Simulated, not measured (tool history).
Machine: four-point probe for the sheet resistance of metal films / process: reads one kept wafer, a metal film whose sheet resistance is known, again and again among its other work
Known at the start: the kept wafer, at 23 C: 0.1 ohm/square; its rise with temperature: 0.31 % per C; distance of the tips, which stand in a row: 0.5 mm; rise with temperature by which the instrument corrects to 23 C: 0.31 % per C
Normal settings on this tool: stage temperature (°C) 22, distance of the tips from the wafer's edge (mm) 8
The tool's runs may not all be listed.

run	hour	stage temperature (°C)	distance of the tips from the wafer's edge (mm)	sheet resistance as the instrument gives it (ohm/square)
1	0.0	22	8	0.100379
2	91.0	22	8	0.100344
3	153.9	34	8	0.100399
# hour 159.9: stage's thermometer calibrated
4	256.7	30	8	0.100384
5	375.5	21	8	0.100271
6	494.9	23	8	0.100245
7	547.6	22	7	0.100307
8	631.4	29	9	0.100257
9	702.8	31	72	0.100110
10	792.9	31	72	0.100064
# hour 856.9: stage's thermometer calibrated, once more
11	901.5	31	72	0.100051

Each row is a separate what-if for the run after 11, all from the same tool condition, not one after another. Results?
A	987.2	22	48	?
B	987.2	34	34	?
C	987.2	18	35	?

run	sheet resistance as the instrument gives it (ohm/square)
A	0.099958
B	0.100056
C	0.099959
Take away the tool's hidden state, keep each run's random variation, and the runs would have read:
run	sheet resistance as the instrument gives it (ohm/square)
A	0.100000
B	0.100098
C	0.100002
